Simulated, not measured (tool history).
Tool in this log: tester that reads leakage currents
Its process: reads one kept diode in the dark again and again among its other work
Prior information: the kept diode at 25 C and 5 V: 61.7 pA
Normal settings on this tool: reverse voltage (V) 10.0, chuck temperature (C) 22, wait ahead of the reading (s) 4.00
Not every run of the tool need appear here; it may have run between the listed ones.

run,hour,reverse voltage (V),chuck temperature (C),wait ahead of the reading (s),current that the tester gives (pA)
1,0.0,10.0,22,4.00,71.79
2,104.3,9.0,22,4.00,67.70
# hour 120.6: probe card cleaned and baked
3,242.6,9.0,22,4.00,67.89
4,367.6,10.0,22,8.66,71.99
5,514.1,10.0,22,0.79,75.31
6,645.3,10.0,22,0.79,74.57
7,730.6,10.0,22,0.79,75.13
8,884.7,10.0,22,0.79,75.20
9,1031.2,10.0,26,4.00,100.94
10,1098.0,1.0,26,0.54,27.19
11,1163.7,1.0,26,0.54,27.30
12,1282.5,1.9,22,2.44,27.53
13,1435.5,4.6,34,5.45,123.53
14,1567.8,3.2,58,2.62,596.46
15,1730.0,13.1,58,2.62,1346.49
# hour 1836.0: chuck's temperature calibrated
# hour 1874.3: tester calibrated
16,1890.5,1.1,58,2.62,324.48
17,2008.3,1.1,58,0.52,324.33
18,2159.3,1.6,32,0.38,58.84

5 options for the next run, each taken on its own from the tool as it stands now. Forecast them:
A,2314.7,5.8,37,4.87,?
B,2314.7,3.4,41,0.72,?
C,2314.7,10.0,28,4.00,?
D,2314.7,17.7,20,5.14,?
E,2314.7,1.3,38,4.00,?

run,current that the tester gives (pA)
A,179.01
B,181.46
C,119.41
D,83.95
E,82.26
Without the tool's unlogged condition, the same runs would have read:
run,current that the tester gives (pA)
A,179.01
B,181.48
C,119.36
D,83.82
E,82.27
